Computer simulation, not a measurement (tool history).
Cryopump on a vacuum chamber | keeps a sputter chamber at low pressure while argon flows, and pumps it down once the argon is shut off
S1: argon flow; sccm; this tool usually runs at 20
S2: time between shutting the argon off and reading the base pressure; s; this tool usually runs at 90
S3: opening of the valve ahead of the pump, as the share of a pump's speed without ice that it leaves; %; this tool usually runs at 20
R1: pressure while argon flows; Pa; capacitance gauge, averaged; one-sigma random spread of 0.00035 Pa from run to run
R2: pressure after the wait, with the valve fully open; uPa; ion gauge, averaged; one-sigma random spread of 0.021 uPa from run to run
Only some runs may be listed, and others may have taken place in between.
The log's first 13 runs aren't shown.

run 14 day=8.792 | S1=20 S2=38 S3=20 | R1=0.0784 R2=1.17
run 15 day=9.583 | S1=20 S2=90 S3=25 | R1=0.0642 R2=0.80
run 16 day=10.192 | S1=20 S2=90 S3=49 | R1=0.0349 R2=0.87
run 17 day=11.129 | S1=20 S2=90 S3=49 | R1=0.0358 R2=0.82
run 18 day=11.958 | S1=20 S2=90 S3=49 | R1=0.0348 R2=0.83
run 19 day=12.512 | S1=20 S2=90 S3=49 | R1=0.0356 R2=0.88
run 20 day=13.096 | S1=20 S2=202 S3=20 | R1=0.0801 R2=0.74
run 21 day=13.667 | S1=20 S2=57 S3=20 | R1=0.0804 R2=1.06
-- day=14.379 pump warmed up, emptied and cooled again
run 22 day=14.771 | S1=20 S2=57 S3=20 | R1=0.0740 R2=0.83
run 23 day=15.371 | S1=20 S2=57 S3=20 | R1=0.0746 R2=0.90
run 24 day=16.225 | S1=20 S2=57 S3=20 | R1=0.0750 R2=0.91
run 25 day=17.050 | S1=8 S2=57 S3=15 | R1=0.0395 R2=0.88

The next listed run, before its measurement:
run 26 day=18.004 | S1=16 S2=150 S3=21 | R1=? R2=?

R1: 0.0579 Pa
R2: 0.68 uPa
The same run, on a tool lacking any hidden state, would have yielded R1 0.0572 Pa, R2 0.28 uPa.
